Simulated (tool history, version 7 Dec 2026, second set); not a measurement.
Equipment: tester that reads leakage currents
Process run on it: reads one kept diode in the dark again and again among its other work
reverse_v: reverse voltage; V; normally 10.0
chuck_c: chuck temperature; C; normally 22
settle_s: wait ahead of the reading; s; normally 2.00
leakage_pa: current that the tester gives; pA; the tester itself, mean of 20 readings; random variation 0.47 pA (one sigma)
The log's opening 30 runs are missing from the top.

{"run": 31, "day": 156.979, "reverse_v": 7.1, "chuck_c": 56, "settle_s": 2.0, "leakage_pa": 2094.81}
{"run": 32, "day": 164.133, "reverse_v": 10.0, "chuck_c": 25, "settle_s": 0.74, "leakage_pa": 181.48}
{"run": 33, "day": 169.433, "reverse_v": 1.1, "chuck_c": 25, "settle_s": 8.27, "leakage_pa": 87.31}
{"run": 34, "day": 174.942, "reverse_v": 1.2, "chuck_c": 22, "settle_s": 4.71, "leakage_pa": 66.57}
{"day": 177.692, "done": "chuck's temperature calibrated"}
{"run": 35, "day": 182.95, "reverse_v": 19.4, "chuck_c": 51, "settle_s": 0.36, "leakage_pa": 2155.98}
{"run": 36, "day": 188.496, "reverse_v": 12.3, "chuck_c": 25, "settle_s": 2.0, "leakage_pa": 219.59}
{"run": 37, "day": 192.471, "reverse_v": 12.3, "chuck_c": 25, "settle_s": 2.0, "leakage_pa": 217.39}
{"run": 38, "day": 195.833, "reverse_v": 5.2, "chuck_c": 31, "settle_s": 2.0, "leakage_pa": 269.31}
{"run": 39, "day": 199.283, "reverse_v": 8.3, "chuck_c": 58, "settle_s": 1.51, "leakage_pa": 2639.43}

Here are 3 independent what-if runs from the current tool condition. What would each one return?
{"run": "A", "day": 206.3, "reverse_v": 8.3, "chuck_c": 32, "settle_s": 1.51, "leakage_pa": "?"}
{"run": "B", "day": 206.3, "reverse_v": 10.0, "chuck_c": 22, "settle_s": 0.99, "leakage_pa": "?"}
{"run": "C", "day": 206.3, "reverse_v": 7.9, "chuck_c": 55, "settle_s": 0.34, "leakage_pa": "?"}

run=A leakage_pa=331.08
run=B leakage_pa=150.17
run=C leakage_pa=2036.42
With the hidden condition removed and each run's random variation left untouched, the same runs would have given:
run=A leakage_pa=355.12
run=B leakage_pa=154.09
run=C leakage_pa=2208.80
